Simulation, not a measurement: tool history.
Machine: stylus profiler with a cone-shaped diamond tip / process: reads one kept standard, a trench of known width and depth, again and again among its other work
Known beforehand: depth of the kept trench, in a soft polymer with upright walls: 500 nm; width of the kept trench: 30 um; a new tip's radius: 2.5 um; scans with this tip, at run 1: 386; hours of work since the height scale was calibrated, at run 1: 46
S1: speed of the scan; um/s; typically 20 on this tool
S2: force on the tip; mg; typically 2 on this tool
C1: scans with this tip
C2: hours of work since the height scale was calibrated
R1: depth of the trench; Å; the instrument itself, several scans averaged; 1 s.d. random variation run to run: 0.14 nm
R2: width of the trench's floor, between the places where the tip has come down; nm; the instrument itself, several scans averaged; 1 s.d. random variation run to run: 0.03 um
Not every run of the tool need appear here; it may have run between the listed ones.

run   hour  S1    S2    C1   C2      R1     R2
  1      0  20     2   386   46  5067.1  26810
  2   13.1  20  1.58   436   52  5056.1  26810
  3   22.1  42     2   470   56  5067.2  26700
  4   34.2  42     2   515   61  5065.4  26730
  5   48.6  20  1.32   569   67  5048.1  26830
  6   65.3  20  1.32   632   75  5049.7  26830
  7   74.2  20  1.32   665   79  5048.9  26810
  8   89.7  20  1.32   723   86  5047.7  26870
  9  108.3   9  2.89   793   94  5081.8  26970
 10  124.6   9  2.89   855  101  5082.5  26900
 11  138.8   9  2.89   908  108  5083.6  26980
 12  158.5   8  3.83   982  116  5098.7  26990
 13  171.7   5  1.23  1032  122  5048.6  26980
 14  191.5  18  2.27  1106  131  5068.9  26890
 15    206  57  2.27  1161  138  5068.3  26640
 16  223.4  20  1.38  1226  145  5050.8  26890

4 options for the next run, each taken on its own from the tool as it stands now. Forecast them:
  A  235.6  15  5.12  1272  151   ?   ?
  B  235.6  45  1.95  1272  151   ?   ?
  C  235.6  78  5.94  1272  151   ?   ?
  D  235.6  15  2.22  1272  151   ?   ?

run      R1     R2
  A  5123.9  26990
  B  5063.3  26700
  C  5134.3  26660
  D  5070.3  26910
Take away the tool's hidden state, keep each run's random variation, and the runs would have read:
run      R1     R2
  A  5123.8  26990
  B  5063.3  26700
  C  5134.3  26660
  D  5070.3  26910
